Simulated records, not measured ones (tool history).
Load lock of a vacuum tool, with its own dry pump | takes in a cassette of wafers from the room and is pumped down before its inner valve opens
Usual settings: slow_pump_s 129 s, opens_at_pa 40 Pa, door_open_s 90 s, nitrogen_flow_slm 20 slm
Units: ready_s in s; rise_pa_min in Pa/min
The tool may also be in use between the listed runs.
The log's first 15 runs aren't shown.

| run | hour | slow_pump_s | opens_at_pa | door_open_s | nitrogen_flow_slm | incoming humidity of the room's air, % | ready_s | rise_pa_min |
|---|---|---|---|---|---|---|---|---|
| 16 | 1744.0 | 129 | 40 | 90 | 20 | 44.8 | 179.8 | 0.057 |
| 17 | 1847.8 | 129 | 53 | 90 | 20 | 48.9 | 175.8 | 0.053 |
| 18 | 1987.1 | 129 | 40 | 90 | 20 | 44.8 | 178.9 | 0.064 |
| 19 | 2143.8 | 129 | 40 | 90 | 5 | 43.0 | 180.8 | 0.083 |
| 20 | 2296.8 | 129 | 40 | 90 | 5 | 47.3 | 180.3 | 0.085 |
| 21 | 2395.4 | 113 | 35 | 86 | 12 | 45.5 | 167.7 | 0.073 |
| 22 | 2516.5 | 129 | 46 | 90 | 20 | 40.4 | 178.9 | 0.077 |
| 23 | 2634.0 | 129 | 46 | 90 | 20 | 45.5 | 180.5 | 0.075 |
| 24 | 2788.7 | 129 | 46 | 90 | 20 | 44.7 | 180.5 | 0.081 |
| 25 | 2920.4 | 180 | 46 | 137 | 20 | 43.7 | 221.8 | 0.087 |
| 26 | 3031.8 | 192 | 40 | 90 | 20 | 47.9 | 233.4 | 0.081 |
| 27 | 3165.9 | 192 | 62 | 136 | 6 | 41.8 | 229.1 | 0.106 |
| 28 | 3293.7 | 192 | 62 | 136 | 6 | 40.0 | 229.8 | 0.104 |
| 29 | 3410.6 | 72 | 31 | 90 | 24 | 43.1 | 138.0 | 0.088 |
| 30 | 3516.8 | 129 | 55 | 90 | 11 | 49.2 | 179.0 | 0.100 |
| 31 | 3632.7 | 69 | 69 | 90 | 20 | 44.7 | 127.4 | 0.102 |
| 32 | 3720.4 | 200 | 39 | 202 | 7 | 46.1 | 243.5 | 0.138 |
| 33 | 3861.2 | 200 | 39 | 202 | 7 | 43.4 | 241.2 | 0.139 |
| 34 | 4014.1 | 129 | 33 | 27 | 4 | 46.3 | 183.8 | 0.102 |
| 35 | 4162.3 | 129 | 33 | 77 | 32 | 45.5 | 184.3 | 0.105 |
| 36 | 4307.6 | 129 | 33 | 77 | 32 | 45.8 | 186.0 | 0.115 |
| 37 | 4446.0 | 95 | 37 | 39 | 17 | 50.0 | 156.0 | 0.110 |
| 38 | 4562.2 | 129 | 53 | 43 | 31 | 44.2 | 180.4 | 0.104 |

Forecast each of these 3 alternatives for the next run:
| A | 4655.0 | 129 | 40 | 76 | 20 | 44.2 | ? | ? |
| B | 4655.0 | 94 | 55 | 90 | 20 | 47.8 | ? | ? |
| C | 4655.0 | 129 | 56 | 90 | 20 | 44.7 | ? | ? |

| run | ready_s | rise_pa_min |
|---|---|---|
| A | 183.7 | 0.125 |
| B | 150.2 | 0.130 |
| C | 178.6 | 0.125 |
Without the tool's hidden state the same runs would have given:
| run | ready_s | rise_pa_min |
|---|---|---|
| A | 177.9 | 0.022 |
| B | 144.1 | 0.027 |
| C | 173.2 | 0.019 |
